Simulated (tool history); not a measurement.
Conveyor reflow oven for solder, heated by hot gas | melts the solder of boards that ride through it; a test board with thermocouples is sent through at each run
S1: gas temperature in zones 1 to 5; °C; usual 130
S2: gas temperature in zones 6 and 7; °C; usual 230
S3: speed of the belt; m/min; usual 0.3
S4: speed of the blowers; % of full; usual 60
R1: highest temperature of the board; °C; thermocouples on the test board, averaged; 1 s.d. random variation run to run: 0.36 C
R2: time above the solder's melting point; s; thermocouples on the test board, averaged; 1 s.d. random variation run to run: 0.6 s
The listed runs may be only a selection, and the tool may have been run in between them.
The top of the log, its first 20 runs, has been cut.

| run | hour | S1 | S2 | S3 | S4 | R1 | R2 |
|---|---|---|---|---|---|---|---|
| 21 | 142.9 | 118 | 229 | 0.295 | 60 | 208.2 | 68.5 |
| 22 | 150.7 | 118 | 229 | 0.295 | 80 | 215.5 | 79.8 |
| 23 | 158.2 | 118 | 229 | 0.295 | 80 | 215 | 81.2 |
| 24 | 167.7 | 129 | 234 | 0.3 | 60 | 214.6 | 80 |
| 25 | 173.1 | 130 | 230 | 0.252 | 70 | 219.8 | 106.9 |
| 26 | 181.7 | 130 | 230 | 0.252 | 70 | 219.8 | 107.3 |
| 27 | 186.2 | 141 | 230 | 0.241 | 53 | 217.3 | 115.1 |
| 28 | 192.4 | 141 | 230 | 0.241 | 53 | 217.7 | 115 |
| 29 | 202.8 | 141 | 230 | 0.241 | 53 | 217.5 | 114.1 |
| 30 | 209.2 | 123 | 236 | 0.358 | 63 | 209 | 57.7 |
| 31 | 214.5 | 120 | 223 | 0.3 | 60 | 203.7 | 58.6 |

Here are 4 independent what-if runs from the current tool condition. What would each one return?
| A | 224.1 | 130 | 227 | 0.254 | 65 | ? | ? |
| B | 224.1 | 131 | 223 | 0.329 | 60 | ? | ? |
| C | 224.1 | 130 | 231 | 0.34 | 60 | ? | ? |
| D | 224.1 | 120 | 236 | 0.3 | 74 | ? | ? |

| run | R1 | R2 |
|---|---|---|
| A | 214.9 | 100.8 |
| B | 201.9 | 55.4 |
| C | 207.8 | 61.4 |
| D | 219.8 | 83.5 |
With no hidden state in the tool, these same runs would have given:
| run | R1 | R2 |
|---|---|---|
| A | 214.9 | 100.8 |
| B | 201.9 | 55.4 |
| C | 207.8 | 61.4 |
| D | 219.9 | 83.5 |
